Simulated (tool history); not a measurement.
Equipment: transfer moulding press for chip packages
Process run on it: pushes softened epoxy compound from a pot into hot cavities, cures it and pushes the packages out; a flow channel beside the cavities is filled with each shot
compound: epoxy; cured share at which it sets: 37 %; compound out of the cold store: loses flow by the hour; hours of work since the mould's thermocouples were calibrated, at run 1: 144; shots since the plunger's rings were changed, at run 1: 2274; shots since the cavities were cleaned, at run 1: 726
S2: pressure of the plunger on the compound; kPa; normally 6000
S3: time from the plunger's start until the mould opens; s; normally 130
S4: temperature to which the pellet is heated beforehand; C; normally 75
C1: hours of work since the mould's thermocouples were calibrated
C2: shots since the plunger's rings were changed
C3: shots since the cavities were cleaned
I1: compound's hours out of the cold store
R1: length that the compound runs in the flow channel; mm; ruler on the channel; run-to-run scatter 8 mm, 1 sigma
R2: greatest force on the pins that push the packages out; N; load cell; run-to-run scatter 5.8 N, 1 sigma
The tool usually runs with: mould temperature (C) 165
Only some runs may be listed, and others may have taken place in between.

{"run": 1, "hour": 0.0, "mould temperature (C)": 165, "S2": 6000, "S3": 130, "S4": 75, "C1": 144, "C2": 2274, "C3": 726, "I1": 21.1, "R1": 911, "R2": 303}
{"hour": 6.6, "done": "cavities cleaned with cleaning compound and waxed"}
{"run": 2, "hour": 8.7, "mould temperature (C)": 165, "S2": 6000, "S3": 130, "S4": 75, "C1": 148, "C2": 2335, "C3": 18, "I1": 37.2, "R1": 871, "R2": 210}
{"run": 3, "hour": 14.9, "mould temperature (C)": 165, "S2": 6000, "S3": 130, "S4": 75, "C1": 152, "C2": 2388, "C3": 71, "I1": 26, "R1": 888, "R2": 225}
{"run": 4, "hour": 23.2, "mould temperature (C)": 165, "S2": 6000, "S3": 130, "S4": 75, "C1": 157, "C2": 2458, "C3": 141, "I1": 20.5, "R1": 913, "R2": 247}
{"run": 5, "hour": 33.1, "mould temperature (C)": 165, "S2": 6000, "S3": 130, "S4": 75, "C1": 163, "C2": 2542, "C3": 225, "I1": 31.9, "R1": 888, "R2": 259}
{"run": 6, "hour": 42.7, "mould temperature (C)": 165, "S2": 6000, "S3": 130, "S4": 75, "C1": 169, "C2": 2624, "C3": 307, "I1": 12, "R1": 914, "R2": 271}
{"run": 7, "hour": 53.3, "mould temperature (C)": 165, "S2": 6000, "S3": 130, "S4": 75, "C1": 175, "C2": 2713, "C3": 396, "I1": 15.1, "R1": 919, "R2": 286}
{"run": 8, "hour": 62.8, "mould temperature (C)": 160, "S2": 6000, "S3": 130, "S4": 75, "C1": 181, "C2": 2794, "C3": 477, "I1": 10.4, "R1": 955, "R2": 361}
{"run": 9, "hour": 72.7, "mould temperature (C)": 160, "S2": 6000, "S3": 130, "S4": 75, "C1": 187, "C2": 2877, "C3": 560, "I1": 42.6, "R1": 867, "R2": 365}
{"run": 10, "hour": 81.2, "mould temperature (C)": 165, "S2": 6000, "S3": 130, "S4": 78, "C1": 192, "C2": 2949, "C3": 632, "I1": 22.5, "R1": 894, "R2": 304}
{"run": 11, "hour": 89.0, "mould temperature (C)": 165, "S2": 6000, "S3": 130, "S4": 78, "C1": 197, "C2": 3015, "C3": 698, "I1": 33.1, "R1": 869, "R2": 314}
{"run": 12, "hour": 96.7, "mould temperature (C)": 165, "S2": 6000, "S3": 130, "S4": 78, "C1": 202, "C2": 3081, "C3": 764, "I1": 14, "R1": 916, "R2": 316}
{"hour": 99.2, "done": "cavities cleaned with cleaning compound and waxed"}
{"run": 13, "hour": 103.6, "mould temperature (C)": 165, "S2": 6000, "S3": 130, "S4": 78, "C1": 205, "C2": 3127, "C3": 38, "I1": 8.2, "R1": 926, "R2": 224}
{"hour": 106.3, "done": "mould's thermocouples calibrated"}
{"run": 14, "hour": 117.5, "mould temperature (C)": 162, "S2": 6000, "S3": 130, "S4": 75, "C1": 7, "C2": 3227, "C3": 138, "I1": 19.5, "R1": 915, "R2": 277}
{"run": 15, "hour": 123.3, "mould temperature (C)": 162, "S2": 6000, "S3": 130, "S4": 75, "C1": 10, "C2": 3276, "C3": 187, "I1": 32.8, "R1": 882, "R2": 283}
{"run": 16, "hour": 131.0, "mould temperature (C)": 168, "S2": 6000, "S3": 130, "S4": 75, "C1": 15, "C2": 3341, "C3": 252, "I1": 21.2, "R1": 865, "R2": 247}
{"hour": 141.0, "done": "mould's thermocouples calibrated, once more"}
{"run": 17, "hour": 144.9, "mould temperature (C)": 162, "S2": 6820, "S3": 139, "S4": 79, "C1": 2, "C2": 3442, "C3": 353, "I1": 36.2, "R1": 918, "R2": 276}
{"run": 18, "hour": 155.7, "mould temperature (C)": 167, "S2": 6000, "S3": 113, "S4": 75, "C1": 9, "C2": 3534, "C3": 445, "I1": 45.7, "R1": 810, "R2": 304}
{"run": 19, "hour": 166.1, "mould temperature (C)": 167, "S2": 6000, "S3": 113, "S4": 78, "C1": 15, "C2": 3622, "C3": 533, "I1": 17.4, "R1": 878, "R2": 326}
{"run": 20, "hour": 177.7, "mould temperature (C)": 167, "S2": 6000, "S3": 130, "S4": 75, "C1": 22, "C2": 3720, "C3": 631, "I1": 11.1, "R1": 893, "R2": 301}
{"run": 21, "hour": 186.7, "mould temperature (C)": 160, "S2": 4820, "S3": 130, "S4": 75, "C1": 28, "C2": 3796, "C3": 707, "I1": 42.2, "R1": 780, "R2": 386}
{"hour": 195.9, "done": "cavities cleaned with cleaning compound and waxed"}
{"run": 22, "hour": 197.1, "mould temperature (C)": 165, "S2": 6460, "S3": 131, "S4": 72, "C1": 33, "C2": 3872, "C3": 10, "I1": 16.2, "R1": 925, "R2": 216}
{"run": 23, "hour": 205.9, "mould temperature (C)": 165, "S2": 6460, "S3": 131, "S4": 72, "C1": 39, "C2": 3946, "C3": 84, "I1": 9.9, "R1": 954, "R2": 226}
{"run": 24, "hour": 215.9, "mould temperature (C)": 165, "S2": 6560, "S3": 126, "S4": 79, "C1": 45, "C2": 4031, "C3": 169, "I1": 20.4, "R1": 927, "R2": 268}
{"run": 25, "hour": 228.1, "mould temperature (C)": 172, "S2": 4840, "S3": 136, "S4": 75, "C1": 52, "C2": 4134, "C3": 272, "I1": 41, "R1": 710, "R2": 239}
{"run": 26, "hour": 236.1, "mould temperature (C)": 172, "S2": 4840, "S3": 136, "S4": 75, "C1": 57, "C2": 4201, "C3": 339, "I1": 21.2, "R1": 756, "R2": 242}
{"run": 27, "hour": 241.1, "mould temperature (C)": 172, "S2": 4840, "S3": 136, "S4": 75, "C1": 60, "C2": 4244, "C3": 382, "I1": 38, "R1": 725, "R2": 260}
{"run": 28, "hour": 246.8, "mould temperature (C)": 165, "S2": 6000, "S3": 130, "S4": 66, "C1": 63, "C2": 4293, "C3": 431, "I1": 42.1, "R1": 827, "R2": 280}

5 ways to go on from here, each from the tool as it stands after run 28. What would each give?
{"run": "A", "hour": 259.2, "mould temperature (C)": 165, "S2": 6000, "S3": 121, "S4": 68, "C1": 71, "C2": 4398, "C3": 536, "I1": 27.7, "R1": "?", "R2": "?"}
{"run": "B", "hour": 259.2, "mould temperature (C)": 170, "S2": 4510, "S3": 134, "S4": 75, "C1": 71, "C2": 4398, "C3": 536, "I1": 35.6, "R1": "?", "R2": "?"}
{"run": "C", "hour": 259.2, "mould temperature (C)": 160, "S2": 6000, "S3": 116, "S4": 66, "C1": 71, "C2": 4398, "C3": 536, "I1": 22, "R1": "?", "R2": "?"}
{"run": "D", "hour": 259.2, "mould temperature (C)": 165, "S2": 5190, "S3": 130, "S4": 75, "C1": 71, "C2": 4398, "C3": 536, "I1": 44.8, "R1": "?", "R2": "?"}
{"run": "E", "hour": 259.2, "mould temperature (C)": 163, "S2": 6110, "S3": 152, "S4": 75, "C1": 71, "C2": 4398, "C3": 536, "I1": 20.1, "R1": "?", "R2": "?"}

run=A R1=875 R2=325
run=B R1=707 R2=274
run=C R1=891 R2=500
run=D R1=771 R2=286
run=E R1=894 R2=286
What these runs would have given with no unlogged condition in the tool:
run=A R1=947 R2=229
run=B R1=766 R2=195
run=C R1=965 R2=353
run=D R1=835 R2=199
run=E R1=968 R2=200

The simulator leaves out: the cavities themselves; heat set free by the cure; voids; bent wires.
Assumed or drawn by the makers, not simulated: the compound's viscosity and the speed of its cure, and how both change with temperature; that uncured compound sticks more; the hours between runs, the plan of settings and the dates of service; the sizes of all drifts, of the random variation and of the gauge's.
